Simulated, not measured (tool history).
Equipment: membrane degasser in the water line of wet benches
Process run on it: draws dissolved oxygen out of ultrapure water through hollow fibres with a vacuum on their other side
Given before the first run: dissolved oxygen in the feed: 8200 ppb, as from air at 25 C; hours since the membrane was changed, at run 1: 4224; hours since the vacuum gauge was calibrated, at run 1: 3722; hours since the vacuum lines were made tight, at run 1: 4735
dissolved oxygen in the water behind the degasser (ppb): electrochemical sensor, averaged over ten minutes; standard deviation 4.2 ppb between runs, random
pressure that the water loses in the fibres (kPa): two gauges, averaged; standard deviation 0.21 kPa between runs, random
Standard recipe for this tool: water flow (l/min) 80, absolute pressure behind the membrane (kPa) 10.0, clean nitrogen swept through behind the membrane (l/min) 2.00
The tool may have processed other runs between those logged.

run      day  water flow (l/min)  absolute pressure behind the membrane (kPa)  clean nitrogen swept through behind the membrane (l/min)  hours since the membrane was changed  hours since the vacuum gauge was calibrated  hours since the vacuum lines were made tight  dissolved oxygen in the water behind the degasser (ppb)  pressure that the water loses in the fibres (kPa)
  1    0.000                  80                                         10.0                                                      2.00                                  4224                                         3722                                          4735                                                    806.9                                              50.03
  2    4.238                  80                                         10.0                                                      1.21                                  4326                                         3824                                          4836                                                   1021.5                                              49.91
  3    8.908                  80                                         10.0                                                      1.21                                  4438                                         3936                                          4948                                                   1026.3                                              50.14
      12.150  -- vacuum gauge calibrated
  4   13.012                  80                                         10.0                                                      2.00                                  4536                                           21                                          5046                                                    810.5                                              50.15
  5   19.450                  80                                         10.0                                                      0.91                                  4690                                          175                                          5201                                                   1174.7                                              50.05
  6   24.929                  80                                         10.0                                                      2.00                                  4822                                          307                                          5332                                                    808.4                                              49.89
      29.450  -- vacuum gauge calibrated, once more
  7   29.450                  80                                         10.0                                                      2.00                                  4930                                            0                                          5440                                                    807.9                                              50.18
      34.038  -- seals of the vacuum lines changed
  8   36.121                  80                                         10.0                                                      2.00                                  5088                                          158                                            50                                                    802.7                                              49.97
  9   42.133                  80                                         10.0                                                      2.00                                  5232                                          302                                           194                                                    803.2                                              50.18
 10   45.788                  80                                         10.0                                                      2.00                                  5320                                          390                                           282                                                    801.4                                              49.99
 11   50.246                  80                                         10.0                                                      2.00                                  5427                                          497                                           389                                                    803.7                                              50.37
 12   55.246                  80                                         10.0                                                      2.00                                  5547                                          617                                           509                                                    799.1                                              50.36
 13   60.521                  57                                         10.0                                                      2.00                                  5673                                          744                                           636                                                    543.4                                              35.87
 14   64.146                  57                                         10.0                                                      2.00                                  5760                                          831                                           723                                                    540.6                                              35.93
 15   68.238                  80                                         10.0                                                      0.89                                  5859                                          929                                           821                                                   1178.9                                              50.95
 16   72.042                  52                                         10.0                                                      2.00                                  5950                                         1020                                           912                                                    486.7                                              32.79
 17   76.504                  52                                         10.0                                                      2.00                                  6057                                         1127                                          1019                                                    488.0                                              32.80
 18   79.758                 107                                         23.6                                                      2.00                                  6135                                         1205                                          1097                                                   2063.3                                              67.05
 19   84.625                  80                                         12.6                                                      2.00                                  6252                                         1322                                          1214                                                    976.5                                              50.46
 20   89.817                  80                                         12.6                                                      2.00                                  6377                                         1447                                          1339                                                    987.5                                              51.08
 21   96.396                  80                                         12.6                                                      2.00                                  6534                                         1605                                          1497                                                    983.7                                              50.87
 22  100.033                  77                                         21.7                                                      2.00                                  6622                                         1692                                          1584                                                   1488.4                                              49.13
 23  104.088                  77                                         21.7                                                      2.00                                  6719                                         1789                                          1681                                                   1485.1                                              49.10
 24  107.358                  77                                         21.7                                                      0.99                                  6798                                         1868                                          1760                                                   2172.1                                              49.18
 25  113.146                  77                                         21.7                                                      0.99                                  6936                                         2007                                          1899                                                   2192.0                                              48.79
 26  117.638                  77                                         21.7                                                      0.99                                  7044                                         2114                                          2006                                                   2206.5                                              49.39
 27  123.842                  77                                         21.7                                                      0.99                                  7193                                         2263                                          2155                                                   2205.5                                              48.91
 28  128.712                  68                                         15.5                                                      0.86                                  7310                                         2380                                          2272                                                   1593.2                                              43.38
 29  132.275                 120                                         15.1                                                      0.94                                  7396                                         2466                                          2358                                                   2273.6                                              76.60
 30  135.562                  74                                         17.0                                                      1.57                                  7474                                         2545                                          2437                                                   1355.4                                              47.56
 31  140.450                 127                                         17.0                                                      1.57                                  7592                                         2662                                          2554                                                   2110.7                                              81.60

Below are 5 alternative next runs, each starting from the tool's condition after run 31. Predict each:
  A  145.400                  72                                         17.0                                                      1.57                                  7711                                         2781                                          2673                                                        ?                                                  ?
  B  145.400                  88                                         17.0                                                      2.71                                  7711                                         2781                                          2673                                                        ?                                                  ?
  C  145.400                  80                                         13.0                                                      4.61                                  7711                                         2781                                          2673                                                        ?                                                  ?
  D  145.400                 127                                          9.9                                                      1.57                                  7711                                         2781                                          2673                                                        ?                                                  ?
  E  145.400                  80                                         10.0                                                      1.23                                  7711                                         2781                                          2673                                                        ?                                                  ?

run  dissolved oxygen in the water behind the degasser (ppb)  pressure that the water loses in the fibres (kPa)
  A                                                   1327.3                                              46.07
  B                                                   1189.1                                              56.74
  C                                                    683.6                                              51.23
  D                                                   1451.7                                              81.67
  E                                                   1031.8                                              51.38
Take away the tool's hidden state, keep each run's random variation, and the runs would have read:
run  dissolved oxygen in the water behind the degasser (ppb)  pressure that the water loses in the fibres (kPa)
  A                                                   1273.4                                              42.96
  B                                                   1118.1                                              52.92
  C                                                    615.4                                              47.76
  D                                                   1344.9                                              76.17
  E                                                    963.7                                              47.92
